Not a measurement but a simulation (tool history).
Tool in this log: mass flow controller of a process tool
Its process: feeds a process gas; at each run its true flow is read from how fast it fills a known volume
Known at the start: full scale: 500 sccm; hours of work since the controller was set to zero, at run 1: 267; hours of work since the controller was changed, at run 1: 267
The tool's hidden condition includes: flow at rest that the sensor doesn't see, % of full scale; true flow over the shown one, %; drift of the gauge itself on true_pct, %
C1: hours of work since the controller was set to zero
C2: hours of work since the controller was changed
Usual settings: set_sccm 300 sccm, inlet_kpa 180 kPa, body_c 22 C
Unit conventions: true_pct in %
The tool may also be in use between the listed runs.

run 1 hour=0.0 | set_sccm=300 inlet_kpa=180 body_c=22 | C1=267 C2=267 | true_pct=99.17
run 2 hour=82.8 | set_sccm=300 inlet_kpa=188 body_c=22 | C1=324 C2=324 | true_pct=99.04
run 3 hour=130.7 | set_sccm=300 inlet_kpa=145 body_c=22 | C1=357 C2=357 | true_pct=99.36
run 4 hour=223.2 | set_sccm=300 inlet_kpa=180 body_c=22 | C1=420 C2=420 | true_pct=99.12
run 5 hour=329.6 | set_sccm=300 inlet_kpa=180 body_c=26 | C1=493 C2=493 | true_pct=98.89
run 6 hour=403.3 | set_sccm=300 inlet_kpa=180 body_c=29 | C1=544 C2=544 | true_pct=98.76
run 7 hour=463.8 | set_sccm=300 inlet_kpa=180 body_c=22 | C1=585 C2=585 | true_pct=99.17
run 8 hour=566.5 | set_sccm=300 inlet_kpa=180 body_c=22 | C1=656 C2=656 | true_pct=99.24
run 9 hour=666.0 | set_sccm=300 inlet_kpa=246 body_c=22 | C1=724 C2=724 | true_pct=98.90
run 10 hour=740.2 | set_sccm=300 inlet_kpa=198 body_c=22 | C1=775 C2=775 | true_pct=99.15
run 11 hour=851.0 | set_sccm=300 inlet_kpa=198 body_c=22 | C1=851 C2=851 | true_pct=99.18
run 12 hour=901.2 | set_sccm=300 inlet_kpa=180 body_c=22 | C1=885 C2=885 | true_pct=99.27
run 13 hour=947.0 | set_sccm=100 inlet_kpa=180 body_c=22 | C1=917 C2=917 | true_pct=98.45
run 14 hour=1041.7 | set_sccm=100 inlet_kpa=180 body_c=22 | C1=982 C2=982 | true_pct=98.51
run 15 hour=1153.6 | set_sccm=300 inlet_kpa=180 body_c=27 | C1=1059 C2=1059 | true_pct=98.87
run 16 hour=1222.4 | set_sccm=300 inlet_kpa=180 body_c=27 | C1=1106 C2=1106 | true_pct=98.89
run 17 hour=1307.8 | set_sccm=300 inlet_kpa=180 body_c=27 | C1=1164 C2=1164 | true_pct=98.96
run 18 hour=1391.5 | set_sccm=300 inlet_kpa=176 body_c=30 | C1=1222 C2=1222 | true_pct=98.62
run 19 hour=1456.9 | set_sccm=82 inlet_kpa=180 body_c=22 | C1=1267 C2=1267 | true_pct=98.82

What will run 20 give?
run 20 hour=1528.8 | set_sccm=82 inlet_kpa=180 body_c=22 | C1=1316 C2=1316 | true_pct=?

{"run 20": {"true_pct": 98.95}}
Were there no unlogged condition in the tool, this run, its random variation unchanged, would have produced true_pct 97.57 %.

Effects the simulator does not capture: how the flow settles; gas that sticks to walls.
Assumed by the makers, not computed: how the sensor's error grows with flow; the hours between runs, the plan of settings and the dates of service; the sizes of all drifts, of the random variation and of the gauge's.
